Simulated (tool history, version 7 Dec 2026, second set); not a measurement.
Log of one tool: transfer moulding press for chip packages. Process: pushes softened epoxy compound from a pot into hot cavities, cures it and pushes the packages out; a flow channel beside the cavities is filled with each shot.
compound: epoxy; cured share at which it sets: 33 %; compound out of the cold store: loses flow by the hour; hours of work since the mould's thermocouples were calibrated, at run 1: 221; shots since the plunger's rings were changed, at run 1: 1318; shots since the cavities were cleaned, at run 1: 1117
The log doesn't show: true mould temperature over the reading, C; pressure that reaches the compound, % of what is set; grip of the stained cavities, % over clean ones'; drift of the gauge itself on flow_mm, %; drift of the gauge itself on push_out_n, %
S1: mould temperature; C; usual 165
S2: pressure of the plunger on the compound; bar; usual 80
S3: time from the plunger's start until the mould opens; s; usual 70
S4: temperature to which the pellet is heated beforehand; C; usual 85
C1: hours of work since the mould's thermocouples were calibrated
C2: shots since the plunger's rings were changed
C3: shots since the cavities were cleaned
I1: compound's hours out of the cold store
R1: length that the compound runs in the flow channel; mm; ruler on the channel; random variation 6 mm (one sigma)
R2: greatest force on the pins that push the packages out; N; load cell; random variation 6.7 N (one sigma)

run	day	S1	S2	S3	S4	C1	C2	C3	I1	R1	R2
1	0	165	80	70	85	221	1318	1117	24.5	838	420
# day 0.296: cavities cleaned with cleaning compound and waxed
2	0.475	165	80	70	85	227	1457	61	8.4	907	296
3	0.804	165	63.2	70	85	231	1567	171	9	791	329
4	1.125	165	63.2	70	85	235	1675	279	34.6	716	337
5	1.633	165	63.2	70	85	241	1846	450	40.2	693	347
6	2.229	165	63.2	70	85	249	2046	650	44.5	685	398
7	2.667	165	63.2	70	85	255	2193	797	30.6	719	409
8	2.938	165	63.2	70	85	258	2284	888	29.5	728	430
9	3.412	165	63.2	70	85	265	2444	1048	25.7	735	444
# day 3.883: cavities cleaned with cleaning compound and waxed
10	4.104	165	80	70	95	273	2656	75	24.8	826	268
11	4.471	165	80	57	85	277	2779	198	17.2	846	479
12	5.096	165	80	57	85	285	2988	407	44.3	759	507
13	5.621	165	80	70	85	292	3165	584	27	809	384
14	5.975	165	80	100	85	297	3284	703	9.1	866	323
15	6.45	165	93.4	78	86	303	3443	862	10.7	933	361
16	6.904	165	93.4	78	86	309	3596	1015	41.4	825	369
17	7.346	165	93.4	78	86	315	3745	1164	24.1	879	391
# day 7.492: cavities cleaned with cleaning compound and waxed
# day 7.625: plunger's sealing rings changed
18	7.942	165	80	90	90	320	106	117	36.8	820	238
19	8.417	165	81.6	87	85	326	265	276	26.2	860	277

Forecast run 20:
20	8.929	158	90.1	68	93	333	438	449	19.2	?	?

R1: 953 mm
R2: 647 N
Without the tool's hidden state the same run would have given R1 963 mm, R2 489 N.
